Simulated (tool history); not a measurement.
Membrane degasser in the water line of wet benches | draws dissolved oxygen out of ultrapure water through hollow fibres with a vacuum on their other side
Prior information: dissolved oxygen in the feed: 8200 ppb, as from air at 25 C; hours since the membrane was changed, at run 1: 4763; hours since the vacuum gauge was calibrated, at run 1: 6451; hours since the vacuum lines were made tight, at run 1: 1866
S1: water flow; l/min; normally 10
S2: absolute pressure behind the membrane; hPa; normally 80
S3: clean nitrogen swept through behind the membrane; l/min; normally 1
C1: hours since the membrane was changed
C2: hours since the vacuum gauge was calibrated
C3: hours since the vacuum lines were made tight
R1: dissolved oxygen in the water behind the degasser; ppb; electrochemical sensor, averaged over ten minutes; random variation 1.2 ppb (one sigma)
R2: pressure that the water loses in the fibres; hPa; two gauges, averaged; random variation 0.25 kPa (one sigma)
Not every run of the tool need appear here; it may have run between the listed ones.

run	hour	S1	S2	S3	C1	C2	C3	R1	R2
1	0	10	80	1	4763	6451	1866	119.2	677.9
2	239.5	10	80	1	5002	6691	2106	121.5	682.2
3	387.3	10	80	0.86	5150	6838	2253	139.2	678.2
4	677.9	10	80	1	5441	7129	2544	118.2	679.9
5	842.7	10	80	1	5606	7294	2709	119.3	677.4
# hour 928.6: vacuum gauge calibrated
6	1088.3	10	80	1	5851	160	2954	121.6	682.6
7	1394.2	7	95.7	0.48	6157	466	3260	208.5	477.1
8	1618.9	10	97.1	2.63	6381	690	3485	68.9	677.7
9	1913.6	16	80	1.45	6676	985	3779	157.1	1085.3
10	2148.3	10	142.1	2.33	6911	1220	4014	124.2	677.7
11	2445.6	8	113.4	0.85	7208	1517	4311	180.7	547.3

4 options for the next run, each taken on its own from the tool as it stands now. Forecast them:
A	2607.8	11	82.3	0.85	7370	1679	4474	?	?
B	2607.8	12	72.4	1.47	7370	1679	4474	?	?
C	2607.8	11	50.5	1	7370	1679	4474	?	?
D	2607.8	10	97.4	2.1	7370	1679	4474	?	?

run	R1	R2
A	161.7	744.5
B	92.9	812.4
C	59	746.6
D	83.8	677.5
The same runs, with their run-to-run variation unchanged, on a tool lacking any hidden condition would have given:
run	R1	R2
A	161.5	743.8
B	92.8	811.7
C	58.9	745.9
D	83.7	676.9
